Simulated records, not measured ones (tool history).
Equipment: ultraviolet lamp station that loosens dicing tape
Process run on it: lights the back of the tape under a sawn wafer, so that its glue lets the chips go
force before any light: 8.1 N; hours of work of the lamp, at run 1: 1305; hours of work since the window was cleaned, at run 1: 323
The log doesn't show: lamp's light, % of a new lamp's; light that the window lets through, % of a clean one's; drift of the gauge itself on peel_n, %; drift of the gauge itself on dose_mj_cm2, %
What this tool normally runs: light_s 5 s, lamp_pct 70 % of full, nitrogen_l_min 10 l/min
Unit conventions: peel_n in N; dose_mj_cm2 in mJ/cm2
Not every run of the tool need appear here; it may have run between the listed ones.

run    hour  light_s  lamp_pct  nitrogen_l_min  hours of work of the lamp  hours of work since the window was cleaned  peel_n  dose_mj_cm2
  1       0        5        70              10                       1305                                         323   1.279          186
  2    78.5        5        70              18                       1360                                         378    0.98          180
  3   153.3        5        70              10                       1412                                         431    1.42          172
      216.2  -- window cleaned of glue's vapour
  4   221.9        5        70              10                       1460                                           4   1.247          180
  5   292.1        5        79              10                       1509                                          53   1.048          205
      344.1  -- lamp changed
  6   363.5        5        79              10                         14                                         103   0.523          290
  7   415.8        5        79              10                         50                                         139   0.547          287
  8     478        5        70               9                         94                                         183   0.787          249
  9   518.8        5        70               9                        123                                         212   0.781          247
 10     568        5        67              10                        157                                         246     0.8          236
 11   622.3        5        67              18                        195                                         284   0.628          236
 12   681.8        5        70              10                        237                                         326   0.794          238
 13   725.6        5        70              10                        268                                         357   0.808          239
 14   760.6        5        76              10                        292                                         381   0.664          258
 15   803.4        2        98               6                        322                                         411   2.555          133
 16   841.3        6        93               8                        349                                         438   0.371          371
      892.5  -- window cleaned of glue's vapour
 17   901.3        2        79               4                        390                                           6   3.403          111
 18   963.7        2        79               4                        434                                          50   3.617          110
 19  1030.8        2        82               4                        481                                          97   3.437          112
 20  1108.2        2        82               4                        536                                         151   3.555          106
 21  1182.5        2        82               4                        588                                         203   3.502          109
 22  1251.2        5        82               4                        636                                         252   1.139          259
 23  1299.1        2        68              15                        669                                         285   3.046           86
 24  1344.8        2        70              10                        701                                         317   3.292           88
 25    1403        2        70              11                        742                                         358   3.229           88

Selected run-to-run steps in peel_n, each split into two signed amounts: the part the tool would show with no hidden state at all (from settings, incoming material and random variation), and the remainder, which goes to the hidden state together with any gauge scatter not common to the measured and the hidden-state-free results:
Run 5 -> 6: lamp changed. peel_n -0.525 N: hidden state -0.531, all else +0.006.
Run 15 -> 16: light_s 2 -> 6, lamp_pct 98 -> 93, nitrogen_l_min 6 -> 8. peel_n -2.184 N: hidden state -0.292, all else -1.892.
Run 16 -> 17: light_s 6 -> 2, lamp_pct 93 -> 79, nitrogen_l_min 8 -> 4, window cleaned of glue's vapour. peel_n +3.032 N: hidden state +0.183, all else +2.849.
Run 21 -> 22: light_s 2 -> 5. peel_n -2.363 N: hidden state -0.141, all else -2.222.
